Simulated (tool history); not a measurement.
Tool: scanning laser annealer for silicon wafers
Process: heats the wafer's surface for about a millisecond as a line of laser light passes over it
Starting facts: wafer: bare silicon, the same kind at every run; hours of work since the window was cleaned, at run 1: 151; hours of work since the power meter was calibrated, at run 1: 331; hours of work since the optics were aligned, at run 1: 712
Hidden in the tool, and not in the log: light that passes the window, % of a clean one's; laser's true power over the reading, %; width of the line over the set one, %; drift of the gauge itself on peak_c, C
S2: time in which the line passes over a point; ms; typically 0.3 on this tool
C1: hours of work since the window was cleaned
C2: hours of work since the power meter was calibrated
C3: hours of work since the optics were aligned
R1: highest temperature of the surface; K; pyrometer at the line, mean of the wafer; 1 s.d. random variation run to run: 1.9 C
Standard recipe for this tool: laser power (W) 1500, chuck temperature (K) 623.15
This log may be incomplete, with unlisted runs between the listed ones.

Run 1, day 0: usual settings; C1 151; C2 331; C3 712. Result: R1 1446.15 K.
Run 2, day 0.462: usual settings; C1 157; C2 337; C3 718. Result: R1 1444.15 K.
Run 3, day 0.888: usual settings; C1 162; C2 342; C3 724. Result: R1 1445.15 K.
Run 4, day 1.221: usual settings; C1 166; C2 346; C3 728. Result: R1 1447.15 K.
Run 5, day 1.954: usual settings; C1 176; C2 356; C3 737. Result: R1 1444.15 K.
Run 6, day 2.542: usual settings; C1 183; C2 363; C3 745. Result: R1 1444.15 K.
Run 7, day 3.054: usual settings; C1 190; C2 370; C3 751. Result: R1 1441.15 K.
Run 8, day 3.429: usual settings; C1 195; C2 375; C3 756. Result: R1 1442.15 K.
Run 9, day 3.938: usual settings but laser power (W) 1330; C1 201; C2 381; C3 763. Result: R1 1325.15 K.
At day 4.175: optics aligned, line set to its width.
Run 10, day 4.842: usual settings but laser power (W) 1330; C1 210; C2 390; C3 9. Result: R1 1319.15 K.
Run 11, day 5.571: usual settings but laser power (W) 1537, chuck temperature (K) 628.15; C1 220; C2 399; C3 18. Result: R1 1463.15 K.
Run 12, day 6.258: usual settings but laser power (W) 1449, S2 0.246 ms, chuck temperature (K) 618.15; C1 228; C2 408; C3 27. Result: R1 1316.15 K.
Run 13, day 6.775: usual settings but laser power (W) 1426; C1 235; C2 415; C3 33. Result: R1 1381.15 K.
Run 14, day 7.271: usual settings but laser power (W) 1427, S2 0.271 ms, chuck temperature (K) 595.15; C1 241; C2 421; C3 40. Result: R1 1312.15 K.
Run 15, day 7.629: usual settings but laser power (W) 1511, S2 0.287 ms; C1 246; C2 426; C3 44. Result: R1 1418.15 K.
At day 8.325: optics aligned, line set to its width, once more.
Run 16, day 8.546: usual settings but laser power (W) 1344; C1 255; C2 435; C3 3. Result: R1 1342.15 K.
Run 17, day 8.896: usual settings but laser power (W) 1533, S2 0.274 ms, chuck temperature (K) 642.15; C1 260; C2 439; C3 7. Result: R1 1453.15 K.
Run 18, day 9.496: usual settings but laser power (W) 1302, S2 0.274 ms, chuck temperature (K) 647.15; C1 267; C2 447; C3 15. Result: R1 1303.15 K.
Run 19, day 9.879: usual settings but laser power (W) 1388, S2 0.338 ms, chuck temperature (K) 624.15; C1 272; C2 452; C3 20. Result: R1 1422.15 K.
Run 20, day 10.225: usual settings but laser power (W) 1412, S2 0.308 ms; C1 277; C2 457; C3 24. Result: R1 1400.15 K.

What if the next run were any one of these 5? Each begins from the tool's condition after run 20:
Run A, day 10.775: usual settings but laser power (W) 1491; C1 284; C2 464; C3 31. Result: R1 ?.
Run B, day 10.775: usual settings but laser power (W) 1649, S2 0.308 ms, chuck temperature (K) 617.15; C1 284; C2 464; C3 31. Result: R1 ?.
Run C, day 10.775: usual settings but laser power (W) 1412, S2 0.253 ms, chuck temperature (K) 587.15; C1 284; C2 464; C3 31. Result: R1 ?.
Run D, day 10.775: usual settings but laser power (W) 1598; C1 284; C2 464; C3 31. Result: R1 ?.
Run E, day 10.775: usual settings but S2 0.215 ms; C1 284; C2 464; C3 31. Result: R1 ?.

run       R1
  A  1444.15
  B  1563.15
  C  1282.15
  D  1518.15
  E  1309.15
Stripped of hidden state, with their random variation kept, the same runs would have yielded:
run       R1
  A  1466.15
  B  1589.15
  C  1301.15
  D  1542.15
  E  1328.15

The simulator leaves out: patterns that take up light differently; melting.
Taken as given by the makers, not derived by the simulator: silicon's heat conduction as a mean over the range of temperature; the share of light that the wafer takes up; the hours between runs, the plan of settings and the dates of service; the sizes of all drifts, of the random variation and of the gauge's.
